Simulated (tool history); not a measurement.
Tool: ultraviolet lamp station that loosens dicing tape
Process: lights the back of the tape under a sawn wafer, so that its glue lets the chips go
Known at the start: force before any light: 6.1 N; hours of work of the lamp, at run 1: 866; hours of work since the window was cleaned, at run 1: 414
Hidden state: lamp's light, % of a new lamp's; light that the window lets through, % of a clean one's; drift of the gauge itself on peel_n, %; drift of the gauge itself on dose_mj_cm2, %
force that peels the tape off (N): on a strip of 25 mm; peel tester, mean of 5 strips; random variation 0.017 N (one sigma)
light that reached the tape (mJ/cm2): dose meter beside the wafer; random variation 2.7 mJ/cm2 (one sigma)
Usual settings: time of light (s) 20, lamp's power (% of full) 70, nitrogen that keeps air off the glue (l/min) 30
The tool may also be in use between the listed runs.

run     day  time of light (s)  lamp's power (% of full)  nitrogen that keeps air off the glue (l/min)  hours of work of the lamp  hours of work since the window was cleaned  force that peels the tape off (N)  light that reached the tape (mJ/cm2)
  1   0.000                 20                        70                                            30                        866                                         414                              0.798                                   354
  2   0.825                 20                        70                                            30                        876                                         424                              0.815                                   351
  3   2.667                 20                        70                                            30                        897                                         445                              0.841                                   348
  4   4.029                 20                        70                                            30                        913                                         461                              0.812                                   349
      4.642  -- window cleaned of glue's vapour
  5   5.029                 20                        80                                            30                        925                                           5                              0.614                                   398
  6   6.842                 26                        80                                            30                        946                                          26                              0.332                                   521
  7   8.000                 20                        98                                            30                        960                                          40                              0.378                                   493
  8   8.850                 17                        70                                            30                        970                                          50                              1.084                                   295
  9  10.354                 26                        70                                            30                        988                                          67                              0.463                                   456
 10  11.954                 26                        70                                            51                       1007                                          86                              0.338                                   463
 11  13.271                 26                        70                                            51                       1022                                         102                              0.329                                   459
 12  14.108                 26                        70                                            51                       1032                                         112                              0.328                                   458
 13  14.871                 20                        70                                            30                       1041                                         121                              0.817                                   353
 14  15.608                 20                        70                                            30                       1050                                         129                              0.811                                   348
 15  16.346                 20                        70                                            30                       1058                                         138                              0.825                                   352
 16  17.808                 20                        70                                            30                       1076                                         155                              0.777                                   353
 17  18.675                 20                        76                                            30                       1086                                         165                              0.739                                   383
 18  19.467                 20                        76                                            30                       1095                                         175                              0.709                                   380
 19  20.262                 20                        76                                            30                       1105                                         184                              0.688                                   381
 20  21.638                 11                        70                                            30                       1121                                         200                              1.982                                   190
 21  22.921                 11                        70                                            31                       1136                                         215                              1.958                                   193
 22  24.354                 20                        70                                            45                       1153                                         232                              0.656                                   354
 23  25.404                 29                        65                                            15                       1165                                         245                              0.717                                   475
 24  26.971                 29                        65                                            15                       1184                                         263                              0.698                                   475
 25  27.883                 29                        65                                            15                       1194                                         274                              0.713                                   471
 26  29.125                 23                        80                                            29                       1209                                         289                              0.468                                   464
 27  30.900                 36                        70                                            19                       1230                                         310                              0.306                                   634
 28  31.779                 36                        79                                            19                       1240                                         320                              0.213                                   713
 29  32.550                 36                        79                                            19                       1249                                         329                              0.229                                   714
 30  33.542                 29                        72                                            21                       1261                                         341                              0.449                                   523
 31  34.579                 29                        72                                            21                       1273                                         353                              0.435                                   520
 32  36.025                 11                        86                                            15                       1290                                         370                              2.033                                   234
 33  37.417                 23                        65                                            30                       1307                                         386                              0.729                                   375
 34  39.150                 20                        87                                            12                       1327                                         407                              0.961                                   439
 35  40.608                 19                        87                                            43                       1344                                         424                              0.496                                   408
 36  41.479                 13                        87                                            17                       1355                                         434                              1.526                                   282
 37  42.992                 13                        87                                            17                       1372                                         452                              1.528                                   279
     44.338  -- window cleaned of glue's vapour
 38  44.367                 20                        60                                            16                       1388                                           0                              1.436                                   302
 39  45.658                 20                        60                                            16                       1404                                          16                              1.513                                   301
 40  47.396                 39                        61                                            13                       1424                                          36                              0.498                                   600
 41  49.104                 12                        70                                            28                       1444                                          56                              1.857                                   208
 42  50.204                 10                        85                                            30                       1457                                          69                              1.759                                   214
 43  51.300                 10                        85                                            50                       1470                                          82                              1.489                                   212
 44  52.304                 10                        85                                            50                       1482                                          94                              1.449                                   209

Hidden state at the last listed run before each entry between runs and at the first one after, where it differs:
Between runs 4 and 5: window cleaned of glue's vapour (day 4.642)
  no hidden state differs between the two runs
Between runs 37 and 38: window cleaned of glue's vapour (day 44.338)
  no hidden state differs between the two runs
